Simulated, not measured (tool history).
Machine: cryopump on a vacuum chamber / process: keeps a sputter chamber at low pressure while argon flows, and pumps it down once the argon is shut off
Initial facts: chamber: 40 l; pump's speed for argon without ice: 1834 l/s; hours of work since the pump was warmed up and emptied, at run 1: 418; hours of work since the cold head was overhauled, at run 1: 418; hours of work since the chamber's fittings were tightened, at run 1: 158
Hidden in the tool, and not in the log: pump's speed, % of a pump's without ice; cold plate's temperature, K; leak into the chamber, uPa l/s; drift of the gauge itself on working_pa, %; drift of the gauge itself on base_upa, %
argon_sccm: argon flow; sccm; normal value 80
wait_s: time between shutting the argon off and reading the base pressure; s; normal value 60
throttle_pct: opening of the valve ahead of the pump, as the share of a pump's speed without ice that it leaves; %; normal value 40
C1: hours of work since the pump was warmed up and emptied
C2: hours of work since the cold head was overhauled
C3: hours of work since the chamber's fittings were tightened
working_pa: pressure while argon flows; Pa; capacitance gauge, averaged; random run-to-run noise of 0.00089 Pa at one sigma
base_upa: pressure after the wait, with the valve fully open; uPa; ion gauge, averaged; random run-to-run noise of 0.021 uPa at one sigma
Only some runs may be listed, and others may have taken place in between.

run 1 hour=0.0 | argon_sccm=80 wait_s=60 throttle_pct=40 | C1=418 C2=418 C3=158 | working_pa=0.2121 base_upa=0.76
run 2 hour=19.5 | argon_sccm=80 wait_s=60 throttle_pct=40 | C1=432 C2=432 C3=171 | working_pa=0.2149 base_upa=0.81
run 3 hour=43.8 | argon_sccm=80 wait_s=60 throttle_pct=40 | C1=448 C2=448 C3=188 | working_pa=0.2143 base_upa=0.77
run 4 hour=75.7 | argon_sccm=80 wait_s=60 throttle_pct=40 | C1=470 C2=470 C3=209 | working_pa=0.2164 base_upa=0.82
-- hour=85.8 pump warmed up, emptied and cooled again
run 5 hour=114.6 | argon_sccm=80 wait_s=60 throttle_pct=30 | C1=20 C2=493 C3=233 | working_pa=0.2459 base_upa=0.72
run 6 hour=130.7 | argon_sccm=80 wait_s=60 throttle_pct=40 | C1=31 C2=504 C3=244 | working_pa=0.1866 base_upa=0.72
run 7 hour=148.5 | argon_sccm=80 wait_s=60 throttle_pct=40 | C1=43 C2=516 C3=256 | working_pa=0.1884 base_upa=0.75
run 8 hour=180.6 | argon_sccm=80 wait_s=60 throttle_pct=16 | C1=65 C2=538 C3=278 | working_pa=0.4656 base_upa=0.76
run 9 hour=205.1 | argon_sccm=80 wait_s=60 throttle_pct=16 | C1=82 C2=555 C3=295 | working_pa=0.4660 base_upa=0.78
run 10 hour=236.8 | argon_sccm=80 wait_s=60 throttle_pct=16 | C1=103 C2=577 C3=316 | working_pa=0.4671 base_upa=0.83
run 11 hour=255.9 | argon_sccm=80 wait_s=60 throttle_pct=16 | C1=116 C2=590 C3=329 | working_pa=0.4674 base_upa=0.82
run 12 hour=274.9 | argon_sccm=80 wait_s=60 throttle_pct=16 | C1=130 C2=603 C3=342 | working_pa=0.4672 base_upa=0.85
run 13 hour=300.1 | argon_sccm=80 wait_s=60 throttle_pct=16 | C1=147 C2=620 C3=360 | working_pa=0.4713 base_upa=0.87
run 14 hour=332.7 | argon_sccm=80 wait_s=260 throttle_pct=40 | C1=169 C2=643 C3=382 | working_pa=0.1936 base_upa=0.67
run 15 hour=356.8 | argon_sccm=80 wait_s=260 throttle_pct=40 | C1=186 C2=659 C3=399 | working_pa=0.1965 base_upa=0.70
run 16 hour=385.8 | argon_sccm=80 wait_s=260 throttle_pct=40 | C1=205 C2=679 C3=418 | working_pa=0.1975 base_upa=0.71
run 17 hour=403.8 | argon_sccm=127 wait_s=60 throttle_pct=40 | C1=218 C2=691 C3=431 | working_pa=0.3129 base_upa=0.99
run 18 hour=437.1 | argon_sccm=127 wait_s=60 throttle_pct=40 | C1=241 C2=714 C3=454 | working_pa=0.3178 base_upa=0.99
run 19 hour=472.7 | argon_sccm=60 wait_s=43 throttle_pct=20 | C1=265 C2=739 C3=478 | working_pa=0.2905 base_upa=1.17
run 20 hour=499.4 | argon_sccm=88 wait_s=226 throttle_pct=20 | C1=283 C2=757 C3=496 | working_pa=0.4263 base_upa=0.87
run 21 hour=529.0 | argon_sccm=40 wait_s=76 throttle_pct=34 | C1=304 C2=777 C3=517 | working_pa=0.1171 base_upa=1.05
run 22 hour=548.8 | argon_sccm=80 wait_s=50 throttle_pct=38 | C1=317 C2=791 C3=530 | working_pa=0.2135 base_upa=1.18
run 23 hour=584.3 | argon_sccm=60 wait_s=50 throttle_pct=16 | C1=341 C2=815 C3=554 | working_pa=0.3613 base_upa=1.24
run 24 hour=618.1 | argon_sccm=60 wait_s=50 throttle_pct=16 | C1=365 C2=838 C3=578 | working_pa=0.3657 base_upa=1.27
run 25 hour=643.6 | argon_sccm=80 wait_s=75 throttle_pct=23 | C1=382 C2=856 C3=595 | working_pa=0.3446 base_upa=1.22
run 26 hour=677.9 | argon_sccm=80 wait_s=77 throttle_pct=57 | C1=406 C2=879 C3=618 | working_pa=0.1548 base_upa=1.17
run 27 hour=699.8 | argon_sccm=43 wait_s=214 throttle_pct=40 | C1=421 C2=894 C3=634 | working_pa=0.1125 base_upa=1.08
run 28 hour=732.2 | argon_sccm=43 wait_s=214 throttle_pct=40 | C1=443 C2=916 C3=656 | working_pa=0.1157 base_upa=1.10
run 29 hour=754.2 | argon_sccm=43 wait_s=214 throttle_pct=40 | C1=458 C2=931 C3=671 | working_pa=0.1159 base_upa=1.17
run 30 hour=770.0 | argon_sccm=63 wait_s=112 throttle_pct=15 | C1=469 C2=942 C3=682 | working_pa=0.4102 base_upa=1.22
-- hour=782.9 pump warmed up, emptied and cooled again
run 31 hour=791.2 | argon_sccm=63 wait_s=112 throttle_pct=15 | C1=6 C2=953 C3=693 | working_pa=0.3860 base_upa=0.93
run 32 hour=806.3 | argon_sccm=40 wait_s=60 throttle_pct=22 | C1=16 C2=964 C3=703 | working_pa=0.1670 base_upa=1.12
run 33 hour=836.7 | argon_sccm=80 wait_s=178 throttle_pct=19 | C1=37 C2=984 C3=724 | working_pa=0.3921 base_upa=0.94

Each run again, without the hidden state but with its own random variation kept:
run=1 working_pa=0.1839 base_upa=0.49
run=2 working_pa=0.1854 base_upa=0.52
run=3 working_pa=0.1834 base_upa=0.47
run=4 working_pa=0.1836 base_upa=0.48
run=5 working_pa=0.2440 base_upa=0.50
run=6 working_pa=0.1840 base_upa=0.49
run=7 working_pa=0.1853 base_upa=0.50
run=8 working_pa=0.4614 base_upa=0.49
run=9 working_pa=0.4609 base_upa=0.49
run=10 working_pa=0.4607 base_upa=0.51
run=11 working_pa=0.4603 base_upa=0.50
run=12 working_pa=0.4594 base_upa=0.50
run=13 working_pa=0.4625 base_upa=0.49
run=14 working_pa=0.1835 base_upa=0.27
run=15 working_pa=0.1854 base_upa=0.27
run=16 working_pa=0.1851 base_upa=0.24
run=17 working_pa=0.2921 base_upa=0.52
run=18 working_pa=0.2945 base_upa=0.50
run=19 working_pa=0.2782 base_upa=0.62
run=20 working_pa=0.4070 base_upa=0.28
run=21 working_pa=0.1076 base_upa=0.44
run=22 working_pa=0.1935 base_upa=0.55
run=23 working_pa=0.3450 base_upa=0.58
run=24 working_pa=0.3480 base_upa=0.57
run=25 working_pa=0.3196 base_upa=0.48
run=26 working_pa=0.1281 base_upa=0.39
run=27 working_pa=0.0975 base_upa=0.26
run=28 working_pa=0.0995 base_upa=0.24
run=29 working_pa=0.0991 base_upa=0.29
run=30 working_pa=0.3849 base_upa=0.32
run=31 working_pa=0.3852 base_upa=0.32
run=32 working_pa=0.1663 base_upa=0.50
run=33 working_pa=0.3897 base_upa=0.29

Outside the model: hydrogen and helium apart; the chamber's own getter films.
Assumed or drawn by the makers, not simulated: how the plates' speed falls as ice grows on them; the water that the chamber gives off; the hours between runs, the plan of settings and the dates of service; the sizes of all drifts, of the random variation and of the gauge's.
